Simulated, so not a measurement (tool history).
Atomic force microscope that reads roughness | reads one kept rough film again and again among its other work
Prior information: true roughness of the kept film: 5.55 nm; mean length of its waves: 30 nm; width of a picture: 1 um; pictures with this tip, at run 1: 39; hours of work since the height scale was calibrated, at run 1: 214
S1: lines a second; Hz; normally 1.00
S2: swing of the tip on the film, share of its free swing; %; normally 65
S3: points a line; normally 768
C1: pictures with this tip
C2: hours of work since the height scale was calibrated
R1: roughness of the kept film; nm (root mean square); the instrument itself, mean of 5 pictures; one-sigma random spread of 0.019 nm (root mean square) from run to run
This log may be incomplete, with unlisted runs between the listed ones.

run 1 hour=0.0 | S1=1.00 S2=65 S3=768 | C1=39 C2=214 | R1=4.193
-- hour=33.7 new tip fitted
run 2 hour=33.7 | S1=1.00 S2=61 S3=768 | C1=0 C2=239 | R1=4.501
run 3 hour=69.4 | S1=1.00 S2=57 S3=768 | C1=51 C2=266 | R1=4.190
-- hour=96.5 new tip fitted
run 4 hour=99.2 | S1=1.00 S2=57 S3=768 | C1=4 C2=288 | R1=4.539
run 5 hour=121.3 | S1=1.00 S2=65 S3=853 | C1=36 C2=305 | R1=4.205
run 6 hour=155.1 | S1=1.00 S2=65 S3=307 | C1=85 C2=331 | R1=3.775
-- hour=157.8 new tip fitted
run 7 hour=183.5 | S1=1.00 S2=65 S3=768 | C1=37 C2=352 | R1=4.207
run 8 hour=213.8 | S1=1.00 S2=65 S3=768 | C1=81 C2=375 | R1=3.871
-- hour=221.6 new tip fitted
run 9 hour=240.7 | S1=1.00 S2=65 S3=768 | C1=27 C2=395 | R1=4.272
run 10 hour=266.7 | S1=1.00 S2=65 S3=768 | C1=65 C2=415 | R1=4.044
-- hour=285.6 new tip fitted
run 11 hour=291.7 | S1=0.83 S2=65 S3=768 | C1=9 C2=433 | R1=4.410
run 12 hour=316.0 | S1=1.00 S2=63 S3=768 | C1=44 C2=452 | R1=4.113
run 13 hour=334.0 | S1=1.00 S2=65 S3=369 | C1=70 C2=465 | R1=3.853
-- hour=347.5 new tip fitted
run 14 hour=358.9 | S1=1.00 S2=65 S3=768 | C1=16 C2=484 | R1=4.375
run 15 hour=380.8 | S1=1.00 S2=65 S3=768 | C1=48 C2=500 | R1=4.124
-- hour=411.1 new tip fitted
run 16 hour=416.5 | S1=1.00 S2=65 S3=768 | C1=7 C2=527 | R1=4.404
run 17 hour=449.3 | S1=1.00 S2=65 S3=768 | C1=55 C2=552 | R1=4.037
-- hour=473.5 new tip fitted
run 18 hour=479.9 | S1=1.00 S2=65 S3=768 | C1=9 C2=575 | R1=4.401
run 19 hour=509.6 | S1=1.00 S2=65 S3=768 | C1=52 C2=597 | R1=4.084
-- hour=536.7 new tip fitted
run 20 hour=536.8 | S1=1.00 S2=65 S3=768 | C1=0 C2=617 | R1=4.460
run 21 hour=566.9 | S1=1.00 S2=65 S3=768 | C1=44 C2=640 | R1=4.128
-- hour=597.3 new tip fitted
run 22 hour=600.8 | S1=1.00 S2=65 S3=553 | C1=5 C2=666 | R1=4.477
run 23 hour=619.5 | S1=1.00 S2=65 S3=768 | C1=32 C2=680 | R1=4.262
run 24 hour=645.3 | S1=1.00 S2=65 S3=768 | C1=69 C2=699 | R1=3.924
-- hour=659.6 new tip fitted
run 25 hour=665.5 | S1=1.00 S2=65 S3=768 | C1=9 C2=714 | R1=4.369
run 26 hour=703.3 | S1=1.00 S2=65 S3=768 | C1=63 C2=743 | R1=3.984
-- hour=721.1 new tip fitted
run 27 hour=742.0 | S1=1.07 S2=65 S3=768 | C1=30 C2=772 | R1=4.211
run 28 hour=764.5 | S1=1.78 S2=59 S3=378 | C1=63 C2=789 | R1=3.939
-- hour=781.6 new tip fitted
run 29 hour=800.0 | S1=1.78 S2=73 S3=705 | C1=26 C2=815 | R1=3.958
run 30 hour=840.6 | S1=1.78 S2=73 S3=705 | C1=85 C2=846 | R1=3.545
-- hour=843.3 new tip fitted
run 31 hour=870.7 | S1=2.81 S2=59 S3=479 | C1=40 C2=869 | R1=3.972
-- hour=906.0 new tip fitted
run 32 hour=910.0 | S1=1.15 S2=63 S3=303 | C1=6 C2=898 | R1=4.337
run 33 hour=927.2 | S1=0.64 S2=78 S3=962 | C1=30 C2=911 | R1=4.120
run 34 hour=947.1 | S1=3.36 S2=65 S3=768 | C1=59 C2=926 | R1=3.642
-- hour=968.7 new tip fitted
run 35 hour=986.7 | S1=3.36 S2=65 S3=768 | C1=26 C2=956 | R1=3.907
run 36 hour=1019.5 | S1=3.36 S2=65 S3=768 | C1=74 C2=981 | R1=3.580
-- hour=1031.4 new tip fitted
run 37 hour=1043.7 | S1=3.36 S2=65 S3=768 | C1=18 C2=999 | R1=3.934
run 38 hour=1079.6 | S1=3.36 S2=75 S3=347 | C1=70 C2=1026 | R1=3.286
-- hour=1095.0 new tip fitted
run 39 hour=1099.0 | S1=3.36 S2=75 S3=347 | C1=6 C2=1040 | R1=3.655
run 40 hour=1135.1 | S1=3.36 S2=75 S3=347 | C1=58 C2=1068 | R1=3.351
-- hour=1157.1 new tip fitted
run 41 hour=1160.9 | S1=1.14 S2=73 S3=347 | C1=6 C2=1087 | R1=4.263
run 42 hour=1189.1 | S1=1.14 S2=73 S3=347 | C1=46 C2=1108 | R1=3.987
-- hour=1218.4 new tip fitted
run 43 hour=1222.1 | S1=1.00 S2=65 S3=886 | C1=5 C2=1133 | R1=4.383
run 44 hour=1261.7 | S1=1.66 S2=76 S3=768 | C1=62 C2=1163 | R1=3.687
-- hour=1280.3 new tip fitted
run 45 hour=1296.0 | S1=1.66 S2=76 S3=768 | C1=23 C2=1188 | R1=3.990
run 46 hour=1335.8 | S1=1.66 S2=76 S3=768 | C1=80 C2=1219 | R1=3.592
-- hour=1342.1 new tip fitted
run 47 hour=1359.9 | S1=1.66 S2=76 S3=768 | C1=25 C2=1236 | R1=3.920
run 48 hour=1378.3 | S1=1.66 S2=76 S3=768 | C1=52 C2=1250 | R1=3.704
-- hour=1403.6 new tip fitted
run 49 hour=1416.5 | S1=1.88 S2=76 S3=675 | C1=18 C2=1279 | R1=3.925
run 50 hour=1453.9 | S1=1.88 S2=76 S3=917 | C1=72 C2=1307 | R1=3.552
-- hour=1465.7 new tip fitted
run 51 hour=1477.8 | S1=0.59 S2=76 S3=779 | C1=17 C2=1325 | R1=4.288

Hidden condition of the tool, last listed run before each entry between runs versus first listed run after:
Runs 1 to 2: new tip fitted (hour 33.7)
  radius of the tip, nm: 11.2 -> 7.5; height scale over the true one, %: -0.32 -> -0.36
  measured value less the no-hidden-state value, R1: -0.378 -> -0.060 nm (root mean square)
Runs 3 to 4: new tip fitted (hour 96.5)
  radius of the tip, nm: 12.1 -> 8; height scale over the true one, %: -0.39 -> -0.43
  measured value less the no-hidden-state value, R1: -0.459 -> -0.113 nm (root mean square)
Runs 6 to 7: new tip fitted (hour 157.8)
  radius of the tip, nm: 15.9 -> 11; height scale over the true one, %: -0.49 -> -0.52
  measured value less the no-hidden-state value, R1: -0.722 -> -0.378 nm (root mean square)
Runs 8 to 9: new tip fitted (hour 221.6)
  radius of the tip, nm: 15.1 -> 9.6; height scale over the true one, %: -0.55 -> -0.58
  measured value less the no-hidden-state value, R1: -0.675 -> -0.262 nm (root mean square)
Runs 10 to 11: new tip fitted (hour 285.6)
  radius of the tip, nm: 13.1 -> 8.4; height scale over the true one, %: -0.61 -> -0.64
  measured value less the no-hidden-state value, R1: -0.539 -> -0.156 nm (root mean square)
Runs 13 to 14: new tip fitted (hour 347.5)
  radius of the tip, nm: 14.8 -> 8.7; height scale over the true one, %: -0.68 -> -0.71
  measured value less the no-hidden-state value, R1: -0.655 -> -0.184 nm (root mean square)
Runs 15 to 16: new tip fitted (hour 411.1)
  radius of the tip, nm: 11.8 -> 7.8; height scale over the true one, %: -0.73 -> -0.77
  measured value less the no-hidden-state value, R1: -0.441 -> -0.112 nm (root mean square)
Runs 17 to 18: new tip fitted (hour 473.5)
  radius of the tip, nm: 12.6 -> 8.1; height scale over the true one, %: -0.81 -> -0.84
  measured value less the no-hidden-state value, R1: -0.511 -> -0.135 nm (root mean square)
Runs 19 to 20: new tip fitted (hour 536.7)
  radius of the tip, nm: 12.2 -> 7.7; height scale over the true one, %: -0.87 -> -0.9
  measured value less the no-hidden-state value, R1: -0.478 -> -0.106 nm (root mean square)
Runs 21 to 22: new tip fitted (hour 597.3)
  radius of the tip, nm: 11.7 -> 7.6; height scale over the true one, %: -0.93 -> -0.97
  measured value less the no-hidden-state value, R1: -0.443 -> -0.103 nm (root mean square)
Runs 24 to 25: new tip fitted (hour 659.6)
  radius of the tip, nm: 14 -> 8.4; height scale over the true one, %: -1.01 -> -1.03
  measured value less the no-hidden-state value, R1: -0.615 -> -0.174 nm (root mean square)
Runs 26 to 27: new tip fitted (hour 721.1)
  radius of the tip, nm: 13.5 -> 9.8; height scale over the true one, %: -1.07 -> -1.12
  measured value less the no-hidden-state value, R1: -0.584 -> -0.297 nm (root mean square)
Runs 28 to 29: new tip fitted (hour 781.6)
  radius of the tip, nm: 13.1 -> 10; height scale over the true one, %: -1.14 -> -1.19
  measured value less the no-hidden-state value, R1: -0.552 -> -0.296 nm (root mean square)
Runs 30 to 31: new tip fitted (hour 843.3)
  radius of the tip, nm: 15.8 -> 11.4; height scale over the true one, %: -1.23 -> -1.26
  measured value less the no-hidden-state value, R1: -0.699 -> -0.417 nm (root mean square)
Runs 31 to 32: new tip fitted (hour 906.0)
  radius of the tip, nm: 11.4 -> 8.3; height scale over the true one, %: -1.26 -> -1.3
  measured value less the no-hidden-state value, R1: -0.417 -> -0.175 nm (root mean square)
Runs 34 to 35: new tip fitted (hour 968.7)
  radius of the tip, nm: 13.5 -> 9.7; height scale over the true one, %: -1.34 -> -1.38
  measured value less the no-hidden-state value, R1: -0.547 -> -0.281 nm (root mean square)
Runs 36 to 37: new tip fitted (hour 1031.4)
  radius of the tip, nm: 14.7 -> 9.3; height scale over the true one, %: -1.42 -> -1.44
  measured value less the no-hidden-state value, R1: -0.633 -> -0.245 nm (root mean square)
Runs 38 to 39: new tip fitted (hour 1095.0)
  radius of the tip, nm: 14.2 -> 8; height scale over the true one, %: -1.48 -> -1.5
  measured value less the no-hidden-state value, R1: -0.548 -> -0.134 nm (root mean square)
Runs 40 to 41: new tip fitted (hour 1157.1)
  radius of the tip, nm: 13.1 -> 7.6; height scale over the true one, %: -1.53 -> -1.56
  measured value less the no-hidden-state value, R1: -0.486 -> -0.121 nm (root mean square)
Runs 42 to 43: new tip fitted (hour 1218.4)
  radius of the tip, nm: 11.5 -> 7.7; height scale over the true one, %: -1.59 -> -1.62
  measured value less the no-hidden-state value, R1: -0.443 -> -0.135 nm (root mean square)
Runs 44 to 45: new tip fitted (hour 1280.3)
  radius of the tip, nm: 12.8 -> 9; height scale over the true one, %: -1.66 -> -1.7
  measured value less the no-hidden-state value, R1: -0.515 -> -0.240 nm (root mean square)
Runs 46 to 47: new tip fitted (hour 1342.1)
  radius of the tip, nm: 14.7 -> 9.9; height scale over the true one, %: -1.74 -> -1.77
  measured value less the no-hidden-state value, R1: -0.648 -> -0.308 nm (root mean square)
Runs 48 to 49: new tip fitted (hour 1403.6)
  radius of the tip, nm: 12.7 -> 9; height scale over the true one, %: -1.79 -> -1.83
  measured value less the no-hidden-state value, R1: -0.516 -> -0.243 nm (root mean square)
Runs 50 to 51: new tip fitted (hour 1465.7)
  radius of the tip, nm: 14.4 -> 8.5; height scale over the true one, %: -1.88 -> -1.9
  measured value less the no-hidden-state value, R1: -0.628 -> -0.220 nm (root mean square)
